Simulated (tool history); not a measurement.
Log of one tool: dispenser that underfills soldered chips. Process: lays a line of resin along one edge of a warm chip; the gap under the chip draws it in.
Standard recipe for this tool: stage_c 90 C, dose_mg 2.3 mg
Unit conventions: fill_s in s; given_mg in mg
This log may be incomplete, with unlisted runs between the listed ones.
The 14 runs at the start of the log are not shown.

run	hour	stage_c	dose_mg	hours of work since the syringe was changed	hours of work since the valve was cleaned	hours of work since the stage was calibrated	fill_s	given_mg
15	71.2	90	2.85	8	94	92	56	2.79
# hour 72.5: new syringe of resin
16	77.7	100	2.3	3	98	96	26.7	2.23
17	81.2	90	2.3	5	100	98	45.9	2.22
# hour 86.2: new syringe of resin
18	87.8	90	2.48	1	104	102	31.4	2.38
19	94.8	90	2.48	5	109	107	44	2.38
# hour 97.5: dispensing valve cleaned and set on the balance
20	100.1	90	2.48	8	2	109	56.8	2.48
# hour 100.9: new syringe of resin
21	107.3	90	2.48	4	6	114	39.5	2.47
22	113.8	103	2.75	8	10	118	35.5	2.73
# hour 114.5: new syringe of resin
23	119.2	103	2.3	3	13	121	24.4	2.28
24	123.9	94	2.3	6	16	124	42.2	2.28
# hour 128.2: new syringe of resin
25	130.8	80	2.39	2	21	128	47.6	2.38
26	136	77	2.82	5	24	132	71	2.78
27	140.1	77	2.82	8	26	134	85.8	2.79
# hour 142.2: new syringe of resin
28	146.1	77	2.82	2	30	138	56.4	2.76
29	152.1	78	2.28	6	34	142	75.8	2.27
# hour 156: new syringe of resin
30	157.9	85	2.07	1	37	145	39.2	2.05
31	163.4	80	2.99	5	41	148	60.5	2.95
32	166.7	80	2.99	7	43	151	74.5	2.94
# hour 169.9: new syringe of resin
33	171.7	85	2.53	1	46	154	38.5	2.49
34	175.1	95	2.3	3	48	156	33	2.25
35	179.9	89	2.81	6	51	159	51	2.75

Alternative continuations, all from the tool just after run 35; predict every row:
A	183.1	76	2.36	8	53	161	?	?
B	183.1	88	2.28	8	53	161	?	?
C	183.1	96	2.76	8	53	161	?	?
D	183.1	89	2.3	8	53	161	?	?
E	183.1	90	2.14	8	53	161	?	?

run	fill_s	given_mg
A	99.4	2.29
B	65	2.22
C	48.2	2.71
D	63.1	2.26
E	59.5	2.08
Stripped of hidden state, with their random variation kept, the same runs would have yielded:
run	fill_s	given_mg
A	47.9	2.34
B	31.5	2.27
C	23.5	2.76
D	30.9	2.3
E	28.6	2.12
